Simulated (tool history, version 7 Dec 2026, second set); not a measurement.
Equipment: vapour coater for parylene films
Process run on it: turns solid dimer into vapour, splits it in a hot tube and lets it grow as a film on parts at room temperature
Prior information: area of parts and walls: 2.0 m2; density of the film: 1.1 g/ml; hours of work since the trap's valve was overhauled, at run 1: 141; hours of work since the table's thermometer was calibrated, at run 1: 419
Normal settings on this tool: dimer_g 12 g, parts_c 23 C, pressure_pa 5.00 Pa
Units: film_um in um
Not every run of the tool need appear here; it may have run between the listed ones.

| run | hour | dimer_g | parts_c | pressure_pa | hours of work since the trap's valve was overhauled | hours of work since the table's thermometer was calibrated | film_um |
|---|---|---|---|---|---|---|---|
| 1 | 0.0 | 12 | 23 | 5.00 | 141 | 419 | 3.07 |
| 2 | 12.7 | 12 | 23 | 5.00 | 151 | 429 | 3.05 |
| 3 | 23.9 | 12 | 23 | 5.00 | 159 | 438 | 3.06 |
| 4 | 33.7 | 12 | 23 | 5.00 | 167 | 445 | 3.03 |
| 5 | 47.1 | 12 | 23 | 5.00 | 177 | 456 | 3.05 |
| 6 | 64.3 | 12 | 23 | 5.00 | 191 | 469 | 3.04 |
| 7 | 77.2 | 12 | 23 | 5.00 | 201 | 479 | 3.03 |
| 8 | 91.5 | 12 | 20 | 5.00 | 212 | 490 | 3.32 |
| 9 | 105.1 | 12 | 20 | 5.00 | 222 | 501 | 3.32 |
|  | 118.0 | trap's valve overhauled |
| 10 | 126.0 | 12 | 23 | 5.00 | 6 | 514 | 3.16 |
| 11 | 141.1 | 12 | 23 | 5.00 | 18 | 525 | 3.15 |
| 12 | 151.1 | 12 | 23 | 5.00 | 26 | 533 | 3.12 |
| 13 | 167.0 | 14 | 23 | 5.00 | 38 | 545 | 3.68 |
| 14 | 177.6 | 14 | 23 | 5.00 | 46 | 554 | 3.64 |
| 15 | 185.4 | 12 | 28 | 5.00 | 52 | 560 | 2.67 |
| 16 | 197.4 | 12 | 28 | 5.00 | 62 | 569 | 2.65 |
| 17 | 215.5 | 12 | 28 | 5.00 | 76 | 583 | 2.65 |
| 18 | 226.6 | 12 | 23 | 5.00 | 84 | 592 | 3.09 |
| 19 | 234.6 | 12 | 23 | 5.00 | 90 | 598 | 3.12 |
| 20 | 251.2 | 12 | 23 | 5.00 | 103 | 611 | 3.10 |
| 21 | 264.6 | 12 | 23 | 5.00 | 114 | 621 | 3.08 |
| 22 | 280.2 | 12 | 23 | 5.00 | 126 | 633 | 3.06 |
| 23 | 297.1 | 12 | 23 | 5.00 | 139 | 646 | 3.06 |
| 24 | 309.9 | 12 | 23 | 5.00 | 149 | 656 | 3.06 |
| 25 | 319.2 | 9 | 16 | 3.42 | 156 | 664 | 3.20 |
| 26 | 335.3 | 9 | 34 | 10.38 | 169 | 676 | 1.32 |
| 27 | 349.4 | 9 | 34 | 10.38 | 180 | 687 | 1.32 |
| 28 | 361.2 | 13 | 23 | 5.00 | 189 | 696 | 3.28 |
| 29 | 380.4 | 13 | 23 | 5.00 | 204 | 711 | 3.29 |
| 30 | 394.3 | 12 | 23 | 3.17 | 214 | 722 | 3.38 |
| 31 | 404.8 | 12 | 23 | 9.35 | 223 | 730 | 2.61 |
|  | 417.3 | trap's valve overhauled |
| 32 | 424.1 | 12 | 23 | 9.35 | 5 | 742 | 2.70 |
| 33 | 436.9 | 12 | 23 | 9.35 | 15 | 752 | 2.72 |
| 34 | 456.0 | 12 | 23 | 9.35 | 30 | 767 | 2.69 |
| 35 | 466.4 | 12 | 23 | 3.00 | 38 | 775 | 3.55 |
| 36 | 477.5 | 8 | 21 | 2.18 | 47 | 783 | 2.73 |
| 37 | 496.8 | 13 | 21 | 6.48 | 62 | 798 | 3.37 |
| 38 | 508.0 | 10 | 26 | 9.16 | 70 | 807 | 2.03 |
| 39 | 523.2 | 10 | 26 | 6.01 | 82 | 819 | 2.23 |
| 40 | 540.1 | 12 | 17 | 2.48 | 95 | 832 | 4.47 |
| 41 | 558.9 | 12 | 15 | 4.73 | 110 | 846 | 4.06 |
| 42 | 568.9 | 12 | 23 | 5.00 | 118 | 854 | 3.08 |
| 43 | 586.4 | 20 | 33 | 5.00 | 131 | 868 | 3.63 |
| 44 | 596.1 | 20 | 33 | 5.00 | 139 | 875 | 3.65 |
| 45 | 603.8 | 7 | 23 | 11.46 | 145 | 881 | 1.44 |
| 46 | 614.8 | 7 | 21 | 5.66 | 153 | 890 | 1.85 |
| 47 | 626.7 | 15 | 27 | 2.16 | 162 | 899 | 4.08 |
| 48 | 637.3 | 11 | 17 | 2.93 | 171 | 907 | 3.89 |

Forecast each of these 3 alternatives for the next run:
|  | 643.5 | table's thermometer calibrated |
| A | 655.6 | 19 | 27 | 2.93 | 184 | 9 | ? |
|  | 643.5 | table's thermometer calibrated |
| B | 655.6 | 5 | 21 | 5.00 | 184 | 9 | ? |
|  | 643.5 | table's thermometer calibrated |
| C | 655.6 | 10 | 30 | 2.93 | 184 | 9 | ? |

| run | film_um |
|---|---|
| A | 4.90 |
| B | 1.37 |
| C | 2.33 |
Without the tool's unlogged condition, the same runs would have read:
| run | film_um |
|---|---|
| A | 5.08 |
| B | 1.42 |
| C | 2.41 |

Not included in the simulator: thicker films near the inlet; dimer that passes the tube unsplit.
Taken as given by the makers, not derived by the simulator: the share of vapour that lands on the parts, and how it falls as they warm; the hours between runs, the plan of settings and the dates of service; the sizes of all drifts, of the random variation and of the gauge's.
